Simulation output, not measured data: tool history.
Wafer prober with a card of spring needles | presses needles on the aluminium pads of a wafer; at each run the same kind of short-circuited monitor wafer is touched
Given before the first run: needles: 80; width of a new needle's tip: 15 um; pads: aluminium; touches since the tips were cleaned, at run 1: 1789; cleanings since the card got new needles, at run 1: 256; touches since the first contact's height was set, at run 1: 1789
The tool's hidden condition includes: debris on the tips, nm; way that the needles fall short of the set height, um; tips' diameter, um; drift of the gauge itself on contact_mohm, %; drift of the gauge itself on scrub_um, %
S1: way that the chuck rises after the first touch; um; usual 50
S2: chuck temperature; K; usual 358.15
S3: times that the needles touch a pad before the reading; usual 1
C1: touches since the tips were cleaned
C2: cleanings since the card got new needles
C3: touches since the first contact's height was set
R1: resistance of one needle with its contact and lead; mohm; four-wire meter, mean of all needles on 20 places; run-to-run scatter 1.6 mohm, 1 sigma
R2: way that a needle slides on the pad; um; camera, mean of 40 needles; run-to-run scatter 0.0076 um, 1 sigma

run     day  S1      S2  S3    C1   C2     C3   R1     R2
  1       0  50  358.15   1  1789  256   1789  147  7.308
      0.279  -- tips cleaned on abrasive film
      0.646  -- tips cleaned on abrasive film
      1.012  -- tips cleaned on abrasive film
      1.475  -- tips cleaned on abrasive film
      1.933  -- tips cleaned on abrasive film
        2.3  -- tips cleaned on abrasive film
      2.754  -- tips cleaned on abrasive film
  2   2.754  50  358.15   1     0  263  31825  147  7.317
      3.212  -- tips cleaned on abrasive film
      3.579  -- tips cleaned on abrasive film
       3.95  -- tips cleaned on abrasive film
      4.317  -- tips cleaned on abrasive film
  3   4.417  50  317.15   1  1124  267  50011  139  7.311
      4.696  -- tips cleaned on abrasive film
      5.154  -- tips cleaned on abrasive film
      5.525  -- tips cleaned on abrasive film
      5.892  -- tips cleaned on abrasive film
  4   6.046  50  358.15   2  1714  271  67787  147  7.311
      6.325  -- tips cleaned on abrasive film
      6.692  -- tips cleaned on abrasive film
      6.796  -- height of the first contact set anew
      7.075  -- tips cleaned on abrasive film
      7.442  -- tips cleaned on abrasive film
        7.9  -- tips cleaned on abrasive film
      8.271  -- tips cleaned on abrasive film
  5   8.467  50  358.15   2  2186  277  18246  147  7.312
      8.654  -- tips cleaned on abrasive film
      9.021  -- tips cleaned on abrasive film
      9.479  -- tips cleaned on abrasive film
       9.85  -- tips cleaned on abrasive film
     10.217  -- tips cleaned on abrasive film
     10.675  -- tips cleaned on abrasive film
     11.046  -- tips cleaned on abrasive film
  6  11.096  50  358.15   2   579  284  46927  147  7.311
     11.467  -- tips cleaned on abrasive film
     11.833  -- tips cleaned on abrasive film
       12.2  -- tips cleaned on abrasive film
     12.662  -- tips cleaned on abrasive film
     13.029  -- tips cleaned on abrasive film
     13.396  -- tips cleaned on abrasive film
  7  13.608  51  358.15   1  2342  290  74362  150  7.474
     13.796  -- tips cleaned on abrasive film
     13.808  -- height of the first contact set anew
     14.175  -- tips cleaned on abrasive film
     14.546  -- tips cleaned on abrasive film
     14.912  -- tips cleaned on abrasive film
     15.283  -- tips cleaned on abrasive film
      15.65  -- tips cleaned on abrasive film
  8  15.783  62  358.15   1  1455  296  21530  141  9.078
     16.058  -- tips cleaned on abrasive film
     16.429  -- tips cleaned on abrasive film
     16.796  -- tips cleaned on abrasive film
     17.162  -- tips cleaned on abrasive film
     17.533  -- tips cleaned on abrasive film
  9   17.65  62  358.15   1  1294  301  41895  145  9.088
     17.925  -- tips cleaned on abrasive film
     18.388  -- tips cleaned on abrasive film
     18.846  -- tips cleaned on abrasive film
     19.304  -- tips cleaned on abrasive film
     19.762  -- tips cleaned on abrasive film
     20.221  -- tips cleaned on abrasive film
 10  20.542  50  358.15   1  3517  307  73516  145  7.311
     20.638  -- tips cleaned on abrasive film
     20.833  -- height of the first contact set anew
     21.017  -- tips cleaned on abrasive film
     21.388  -- tips cleaned on abrasive film
     21.846  -- tips cleaned on abrasive film
     22.212  -- tips cleaned on abrasive film
 11  22.492  50  379.15   1  3051  312  18107  154  7.335
     22.583  -- tips cleaned on abrasive film
     22.954  -- tips cleaned on abrasive film
     23.321  -- tips cleaned on abrasive film
     23.692  -- tips cleaned on abrasive film
     24.058  -- tips cleaned on abrasive film
     24.517  -- tips cleaned on abrasive film
     24.975  -- tips cleaned on abrasive film
 12  25.067  50  379.15   1   997  319  46204  150  7.322
     25.433  -- tips cleaned on abrasive film
     25.804  -- tips cleaned on abrasive film
     26.171  -- tips cleaned on abrasive film
     26.542  -- tips cleaned on abrasive film
     26.908  -- tips cleaned on abrasive film
     27.275  -- tips cleaned on abrasive film
 13   27.55  51  315.15   2  3037  325  73330  144  7.472
     27.646  -- tips cleaned on abrasive film
     27.842  -- height of the first contact set anew
     28.117  -- tips cleaned on abrasive film
     28.488  -- tips cleaned on abrasive film
     28.946  -- tips cleaned on abrasive film
 14  29.033  50  358.15   2   955  329  13000  150  7.326
       29.4  -- tips cleaned on abrasive film
     29.771  -- tips cleaned on abrasive film
     30.138  -- tips cleaned on abrasive film
     30.504  -- tips cleaned on abrasive film
 15  30.725  50  358.15   2  2422  333  31481  147  7.323
     30.912  -- tips cleaned on abrasive film
     31.279  -- tips cleaned on abrasive film
     31.738  -- tips cleaned on abrasive film
       32.2  -- tips cleaned on abrasive film
 16  32.246  68  319.15   2   507  337  48049  138  9.957
     32.612  -- tips cleaned on abrasive film
     32.979  -- tips cleaned on abrasive film
     33.442  -- tips cleaned on abrasive film
     33.808  -- tips cleaned on abrasive film
     34.175  -- tips cleaned on abrasive film
     34.546  -- tips cleaned on abrasive film
     34.829  -- height of the first contact set anew
     34.925  -- tips cleaned on abrasive film
 17  34.954  50  315.15   1   319  344   1322  140  7.318
     35.321  -- tips cleaned on abrasive film
     35.692  -- tips cleaned on abrasive film
      36.15  -- tips cleaned on abrasive film
     36.517  -- tips cleaned on abrasive film
 18    36.8  32  359.15   2  3120  348  21506  161  4.688
     36.896  -- tips cleaned on abrasive film
     37.267  -- tips cleaned on abrasive film
     37.633  -- tips cleaned on abrasive film
         38  -- tips cleaned on abrasive film
     38.462  -- tips cleaned on abrasive film
     38.829  -- tips cleaned on abrasive film
     39.196  -- tips cleaned on abrasive film
 19  39.421  32  337.15   3  2464  355  50071  153  4.681
     39.608  -- tips cleaned on abrasive film
     39.975  -- tips cleaned on abrasive film
     40.342  -- tips cleaned on abrasive film
     40.804  -- tips cleaned on abrasive film
     41.262  -- tips cleaned on abrasive film
 20  41.296  48  337.15   3   366  360  70510  147  7.023
     41.662  -- tips cleaned on abrasive film
     41.858  -- height of the first contact set anew
     42.042  -- tips cleaned on abrasive film
     42.412  -- tips cleaned on abrasive film
     42.779  -- tips cleaned on abrasive film
 21  43.029  58  311.15   1  2733  364  12771  141  8.483
     43.212  -- tips cleaned on abrasive film
     43.583  -- tips cleaned on abrasive film
      43.95  -- tips cleaned on abrasive film
     44.321  -- tips cleaned on abrasive film
     44.779  -- tips cleaned on abrasive film
 22  44.958  36  319.15   1  2005  369  33846  147  5.272
     45.238  -- tips cleaned on abrasive film
     45.604  -- tips cleaned on abrasive film
     45.975  -- tips cleaned on abrasive film
     46.342  -- tips cleaned on abrasive film
       46.8  -- tips cleaned on abrasive film
     47.258  -- tips cleaned on abrasive film
 23  47.304  69  358.15   1   498  375  59437  142   10.1

Alternative continuations, all from the tool just after run 23; predict every row:
     47.675  -- tips cleaned on abrasive film
     48.042  -- tips cleaned on abrasive film
     48.408  -- tips cleaned on abrasive film
     48.779  -- tips cleaned on abrasive film
     48.883  -- height of the first contact set anew
      49.25  -- tips cleaned on abrasive film
     49.617  -- tips cleaned on abrasive film
  A  49.917  67  379.15   1  3277  381  11307   ?   ?
     47.675  -- tips cleaned on abrasive film
     48.042  -- tips cleaned on abrasive film
     48.408  -- tips cleaned on abrasive film
     48.779  -- tips cleaned on abrasive film
     48.883  -- height of the first contact set anew
      49.25  -- tips cleaned on abrasive film
     49.617  -- tips cleaned on abrasive film
  B  49.917  50  358.15   2  3277  381  11307   ?   ?
     47.675  -- tips cleaned on abrasive film
     48.042  -- tips cleaned on abrasive film
     48.408  -- tips cleaned on abrasive film
     48.779  -- tips cleaned on abrasive film
     48.883  -- height of the first contact set anew
      49.25  -- tips cleaned on abrasive film
     49.617  -- tips cleaned on abrasive film
  C  49.917  69  358.15   2  3277  381  11307   ?   ?
     47.675  -- tips cleaned on abrasive film
     48.042  -- tips cleaned on abrasive film
     48.408  -- tips cleaned on abrasive film
     48.779  -- tips cleaned on abrasive film
     48.883  -- height of the first contact set anew
      49.25  -- tips cleaned on abrasive film
     49.617  -- tips cleaned on abrasive film
  D  49.917  66  358.15   1  3277  381  11307   ?   ?

run   R1      R2
  A  147   9.819
  B  150   7.327
  C  143  10.093
  D  142   9.671
Without the tool's hidden state the same runs would have given:
run   R1      R2
  A  147   9.819
  B  150   7.327
  C  143  10.094
  D  142   9.671
